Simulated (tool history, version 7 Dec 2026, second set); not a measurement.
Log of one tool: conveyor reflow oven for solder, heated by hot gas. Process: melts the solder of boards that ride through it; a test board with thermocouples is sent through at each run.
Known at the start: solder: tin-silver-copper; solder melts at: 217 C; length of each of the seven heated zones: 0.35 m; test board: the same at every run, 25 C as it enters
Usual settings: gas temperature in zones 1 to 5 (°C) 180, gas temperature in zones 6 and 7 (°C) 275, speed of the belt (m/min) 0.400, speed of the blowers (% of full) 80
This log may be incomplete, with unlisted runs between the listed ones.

| run | hour | gas temperature in zones 1 to 5 (°C) | gas temperature in zones 6 and 7 (°C) | speed of the belt (m/min) | speed of the blowers (% of full) | highest temperature of the board (°C) | time above the solder's melting point (s) |
|---|---|---|---|---|---|---|---|
| 1 | 0.0 | 180 | 275 | 0.400 | 80 | 268.9 | 96.4 |
| 2 | 50.4 | 180 | 275 | 0.400 | 80 | 268.8 | 96.0 |
| 3 | 87.7 | 180 | 275 | 0.400 | 80 | 269.0 | 96.9 |
| 4 | 113.3 | 180 | 275 | 0.400 | 80 | 269.3 | 96.0 |
| 5 | 152.7 | 188 | 275 | 0.400 | 80 | 269.8 | 100.6 |
|  | 167.8 | flux residue cleaned out of gas plates and filters |
| 6 | 207.4 | 180 | 265 | 0.400 | 80 | 260.8 | 91.8 |
| 7 | 249.7 | 180 | 275 | 0.400 | 80 | 270.3 | 97.5 |
| 8 | 295.0 | 180 | 275 | 0.400 | 80 | 270.2 | 97.1 |
| 9 | 325.3 | 180 | 275 | 0.400 | 80 | 269.9 | 97.5 |
| 10 | 346.9 | 180 | 275 | 0.368 | 80 | 271.7 | 107.2 |
| 11 | 371.4 | 180 | 275 | 0.368 | 80 | 271.5 | 107.3 |
| 12 | 418.1 | 180 | 275 | 0.368 | 80 | 271.7 | 107.1 |
| 13 | 454.4 | 180 | 275 | 0.368 | 80 | 272.0 | 107.0 |
| 14 | 474.9 | 176 | 275 | 0.400 | 80 | 269.5 | 95.5 |
|  | 501.4 | flux residue cleaned out of gas plates and filters |
| 15 | 523.6 | 176 | 275 | 0.400 | 80 | 270.7 | 96.8 |
| 16 | 571.6 | 185 | 284 | 0.359 | 55 | 278.3 | 116.1 |
|  | 606.2 | thermocouples of zones 6 and 7 changed |
| 17 | 607.9 | 180 | 271 | 0.378 | 85 | 264.9 | 100.8 |
| 18 | 646.0 | 180 | 273 | 0.450 | 85 | 263.0 | 83.0 |
| 19 | 686.7 | 186 | 276 | 0.430 | 55 | 262.4 | 88.3 |
| 20 | 712.2 | 186 | 276 | 0.333 | 80 | 270.9 | 122.4 |
| 21 | 754.3 | 180 | 287 | 0.400 | 73 | 277.0 | 101.6 |
| 22 | 795.1 | 166 | 287 | 0.333 | 73 | 280.1 | 117.9 |
|  | 834.5 | flux residue cleaned out of gas plates and filters |
| 23 | 846.0 | 166 | 280 | 0.333 | 59 | 272.3 | 113.4 |
| 24 | 890.7 | 166 | 280 | 0.333 | 59 | 272.1 | 113.7 |
| 25 | 931.6 | 184 | 277 | 0.381 | 52 | 265.9 | 103.0 |
| 26 | 956.7 | 184 | 277 | 0.381 | 52 | 266.1 | 102.4 |
| 27 | 980.2 | 178 | 277 | 0.381 | 52 | 265.7 | 99.0 |
| 28 | 1001.0 | 192 | 290 | 0.460 | 67 | 277.6 | 93.9 |
| 29 | 1035.4 | 187 | 269 | 0.400 | 59 | 259.0 | 94.7 |
| 30 | 1068.3 | 193 | 275 | 0.400 | 80 | 268.6 | 103.7 |

Consider 5 possible next runs. They are alternatives, not a sequence: every one starts from the tool as it was left by run 30. What does each give?
| A | 1089.6 | 180 | 275 | 0.400 | 74 | ? | ? |
| B | 1089.6 | 180 | 271 | 0.428 | 80 | ? | ? |
| C | 1089.6 | 193 | 275 | 0.400 | 65 | ? | ? |
| D | 1089.6 | 189 | 290 | 0.400 | 67 | ? | ? |
| E | 1089.6 | 193 | 275 | 0.400 | 78 | ? | ? |

| run | highest temperature of the board (°C) | time above the solder's melting point (s) |
|---|---|---|
| A | 266.7 | 96.8 |
| B | 262.3 | 87.2 |
| C | 266.4 | 103.1 |
| D | 280.5 | 108.1 |
| E | 268.6 | 104.1 |
Without the tool's hidden state the same runs would have given:
| run | highest temperature of the board (°C) | time above the solder's melting point (s) |
|---|---|---|
| A | 266.6 | 94.9 |
| B | 262.3 | 85.6 |
| C | 266.2 | 100.9 |
| D | 280.3 | 105.7 |
| E | 268.4 | 101.9 |
